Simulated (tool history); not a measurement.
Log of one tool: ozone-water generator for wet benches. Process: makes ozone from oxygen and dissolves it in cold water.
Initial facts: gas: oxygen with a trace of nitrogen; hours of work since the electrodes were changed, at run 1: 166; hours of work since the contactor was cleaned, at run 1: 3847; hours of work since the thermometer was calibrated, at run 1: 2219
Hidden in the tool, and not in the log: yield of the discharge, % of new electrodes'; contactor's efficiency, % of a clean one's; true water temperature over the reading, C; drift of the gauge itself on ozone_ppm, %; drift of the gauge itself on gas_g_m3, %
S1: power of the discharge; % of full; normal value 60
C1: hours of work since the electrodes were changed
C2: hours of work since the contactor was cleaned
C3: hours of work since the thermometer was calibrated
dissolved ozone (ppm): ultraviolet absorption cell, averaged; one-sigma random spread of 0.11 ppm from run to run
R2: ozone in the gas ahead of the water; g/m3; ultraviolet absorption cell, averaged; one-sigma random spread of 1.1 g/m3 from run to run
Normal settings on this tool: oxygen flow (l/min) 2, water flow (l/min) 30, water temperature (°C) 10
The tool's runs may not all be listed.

{"run": 1, "day": 0.0, "S1": 60, "oxygen flow (l/min)": 2, "water flow (l/min)": 30, "water temperature (°C)": 10, "C1": 166, "C2": 3847, "C3": 2219, "dissolved ozone (ppm)": 8.4, "R2": 197.3}
{"run": 2, "day": 1.208, "S1": 60, "oxygen flow (l/min)": 2, "water flow (l/min)": 30, "water temperature (°C)": 10, "C1": 186, "C2": 3867, "C3": 2240, "dissolved ozone (ppm)": 8.6, "R2": 197.6}
{"run": 3, "day": 2.854, "S1": 60, "oxygen flow (l/min)": 2, "water flow (l/min)": 30, "water temperature (°C)": 10, "C1": 214, "C2": 3895, "C3": 2268, "dissolved ozone (ppm)": 8.5, "R2": 195.2}
{"run": 4, "day": 4.762, "S1": 60, "oxygen flow (l/min)": 2, "water flow (l/min)": 30, "water temperature (°C)": 10, "C1": 246, "C2": 3928, "C3": 2300, "dissolved ozone (ppm)": 8.4, "R2": 195.3}
{"run": 5, "day": 6.654, "S1": 60, "oxygen flow (l/min)": 2, "water flow (l/min)": 30, "water temperature (°C)": 10, "C1": 278, "C2": 3960, "C3": 2332, "dissolved ozone (ppm)": 8.6, "R2": 197}
{"run": 6, "day": 7.438, "S1": 60, "oxygen flow (l/min)": 2, "water flow (l/min)": 30, "water temperature (°C)": 10, "C1": 292, "C2": 3973, "C3": 2345, "dissolved ozone (ppm)": 8.4, "R2": 195.3}
{"run": 7, "day": 8.767, "S1": 60, "oxygen flow (l/min)": 2, "water flow (l/min)": 30, "water temperature (°C)": 10, "C1": 314, "C2": 3995, "C3": 2368, "dissolved ozone (ppm)": 8.3, "R2": 195.1}
{"run": 8, "day": 10.492, "S1": 56, "oxygen flow (l/min)": 2, "water flow (l/min)": 30, "water temperature (°C)": 10, "C1": 343, "C2": 4025, "C3": 2397, "dissolved ozone (ppm)": 8, "R2": 184.8}
{"run": 9, "day": 11.579, "S1": 56, "oxygen flow (l/min)": 2, "water flow (l/min)": 30, "water temperature (°C)": 10, "C1": 362, "C2": 4043, "C3": 2416, "dissolved ozone (ppm)": 7.9, "R2": 183.1}
{"run": 10, "day": 12.621, "S1": 56, "oxygen flow (l/min)": 2, "water flow (l/min)": 30, "water temperature (°C)": 10, "C1": 379, "C2": 4061, "C3": 2433, "dissolved ozone (ppm)": 8, "R2": 184.9}
{"run": 11, "day": 14.45, "S1": 56, "oxygen flow (l/min)": 2, "water flow (l/min)": 30, "water temperature (°C)": 10, "C1": 410, "C2": 4092, "C3": 2464, "dissolved ozone (ppm)": 7.8, "R2": 185}
{"run": 12, "day": 16.225, "S1": 56, "oxygen flow (l/min)": 2, "water flow (l/min)": 30, "water temperature (°C)": 10, "C1": 440, "C2": 4122, "C3": 2494, "dissolved ozone (ppm)": 7.6, "R2": 182.9}
{"run": 13, "day": 17.683, "S1": 56, "oxygen flow (l/min)": 2, "water flow (l/min)": 30, "water temperature (°C)": 10, "C1": 465, "C2": 4146, "C3": 2519, "dissolved ozone (ppm)": 8, "R2": 182.7}
{"run": 14, "day": 19.433, "S1": 56, "oxygen flow (l/min)": 2, "water flow (l/min)": 30, "water temperature (°C)": 10, "C1": 495, "C2": 4176, "C3": 2549, "dissolved ozone (ppm)": 8, "R2": 183.3}
{"run": 15, "day": 21.188, "S1": 57, "oxygen flow (l/min)": 2, "water flow (l/min)": 30, "water temperature (°C)": 10, "C1": 524, "C2": 4206, "C3": 2578, "dissolved ozone (ppm)": 8, "R2": 187.6}
{"run": 16, "day": 22.062, "S1": 60, "oxygen flow (l/min)": 2, "water flow (l/min)": 30, "water temperature (°C)": 10, "C1": 539, "C2": 4221, "C3": 2593, "dissolved ozone (ppm)": 8.5, "R2": 196.4}
{"run": 17, "day": 23.562, "S1": 60, "oxygen flow (l/min)": 2, "water flow (l/min)": 30, "water temperature (°C)": 10, "C1": 565, "C2": 4246, "C3": 2619, "dissolved ozone (ppm)": 8.4, "R2": 195.6}
{"run": 18, "day": 24.438, "S1": 60, "oxygen flow (l/min)": 2.2, "water flow (l/min)": 32, "water temperature (°C)": 10, "C1": 580, "C2": 4261, "C3": 2633, "dissolved ozone (ppm)": 8.3, "R2": 188.4}
{"run": 19, "day": 25.967, "S1": 76, "oxygen flow (l/min)": 1.77, "water flow (l/min)": 18, "water temperature (°C)": 10, "C1": 605, "C2": 4287, "C3": 2659, "dissolved ozone (ppm)": 16.9, "R2": 257.9}
{"run": 20, "day": 27.183, "S1": 76, "oxygen flow (l/min)": 1.77, "water flow (l/min)": 18, "water temperature (°C)": 10, "C1": 626, "C2": 4307, "C3": 2680, "dissolved ozone (ppm)": 17, "R2": 257.1}
{"run": 21, "day": 28.338, "S1": 76, "oxygen flow (l/min)": 1.77, "water flow (l/min)": 18, "water temperature (°C)": 10, "C1": 646, "C2": 4327, "C3": 2700, "dissolved ozone (ppm)": 17.3, "R2": 259.5}
{"run": 22, "day": 29.721, "S1": 47, "oxygen flow (l/min)": 1.27, "water flow (l/min)": 45, "water temperature (°C)": 17, "C1": 669, "C2": 4350, "C3": 2723, "dissolved ozone (ppm)": 3.4, "R2": 193.6}
{"run": 23, "day": 31.058, "S1": 73, "oxygen flow (l/min)": 2, "water flow (l/min)": 30, "water temperature (°C)": 7, "C1": 692, "C2": 4373, "C3": 2746, "dissolved ozone (ppm)": 10.1, "R2": 235.9}
{"day": 31.346, "done": "contactor cleaned"}
{"run": 24, "day": 32.6, "S1": 73, "oxygen flow (l/min)": 2, "water flow (l/min)": 30, "water temperature (°C)": 7, "C1": 715, "C2": 21, "C3": 2769, "dissolved ozone (ppm)": 10.4, "R2": 234.3}
{"run": 25, "day": 33.696, "S1": 79, "oxygen flow (l/min)": 2, "water flow (l/min)": 31, "water temperature (°C)": 10, "C1": 734, "C2": 40, "C3": 2788, "dissolved ozone (ppm)": 10.5, "R2": 250.9}
{"run": 26, "day": 35.621, "S1": 45, "oxygen flow (l/min)": 1.14, "water flow (l/min)": 45, "water temperature (°C)": 10, "C1": 766, "C2": 72, "C3": 2820, "dissolved ozone (ppm)": 3.1, "R2": 197.3}
{"run": 27, "day": 36.583, "S1": 45, "oxygen flow (l/min)": 1.29, "water flow (l/min)": 19, "water temperature (°C)": 8, "C1": 783, "C2": 89, "C3": 2836, "dissolved ozone (ppm)": 9.2, "R2": 186.7}
{"run": 28, "day": 38.529, "S1": 60, "oxygen flow (l/min)": 2, "water flow (l/min)": 30, "water temperature (°C)": 8, "C1": 815, "C2": 122, "C3": 2869, "dissolved ozone (ppm)": 8.7, "R2": 196.6}
{"run": 29, "day": 40.158, "S1": 41, "oxygen flow (l/min)": 2, "water flow (l/min)": 30, "water temperature (°C)": 9, "C1": 843, "C2": 149, "C3": 2897, "dissolved ozone (ppm)": 5.9, "R2": 138.4}
{"run": 30, "day": 41.204, "S1": 60, "oxygen flow (l/min)": 1.77, "water flow (l/min)": 35, "water temperature (°C)": 10, "C1": 861, "C2": 167, "C3": 2915, "dissolved ozone (ppm)": 6.7, "R2": 207.5}
{"run": 31, "day": 43.05, "S1": 48, "oxygen flow (l/min)": 1.04, "water flow (l/min)": 28, "water temperature (°C)": 17, "C1": 892, "C2": 198, "C3": 2946, "dissolved ozone (ppm)": 5.7, "R2": 220.4}
{"run": 32, "day": 44.862, "S1": 48, "oxygen flow (l/min)": 1.04, "water flow (l/min)": 28, "water temperature (°C)": 17, "C1": 923, "C2": 229, "C3": 2977, "dissolved ozone (ppm)": 5.4, "R2": 218.7}

4 ways to go on from here, each from the tool as it stands after run 32. What would each give?
{"run": "A", "day": 46.754, "S1": 48, "oxygen flow (l/min)": 1.04, "water flow (l/min)": 47, "water temperature (°C)": 17, "C1": 955, "C2": 261, "C3": 3009, "dissolved ozone (ppm)": "?", "R2": "?"}
{"run": "B", "day": 46.754, "S1": 50, "oxygen flow (l/min)": 2, "water flow (l/min)": 39, "water temperature (°C)": 6, "C1": 955, "C2": 261, "C3": 3009, "dissolved ozone (ppm)": "?", "R2": "?"}
{"run": "C", "day": 46.754, "S1": 71, "oxygen flow (l/min)": 2, "water flow (l/min)": 27, "water temperature (°C)": 6, "C1": 955, "C2": 261, "C3": 3009, "dissolved ozone (ppm)": "?", "R2": "?"}
{"run": "D", "day": 46.754, "S1": 56, "oxygen flow (l/min)": 1.07, "water flow (l/min)": 20, "water temperature (°C)": 17, "C1": 955, "C2": 261, "C3": 3009, "dissolved ozone (ppm)": "?", "R2": "?"}

run=A dissolved_ozone_(ppm)=3.1 R2=219
run=B dissolved_ozone_(ppm)=5.4 R2=167.4
run=C dissolved_ozone_(ppm)=11.1 R2=227.5
run=D dissolved_ozone_(ppm)=9.4 R2=246.8
What these runs would have given with no unlogged condition in the tool:
run=A dissolved_ozone_(ppm)=3.1 R2=219.1
run=B dissolved_ozone_(ppm)=5.4 R2=167.4
run=C dissolved_ozone_(ppm)=11.1 R2=227.5
run=D dissolved_ozone_(ppm)=9.4 R2=246.8
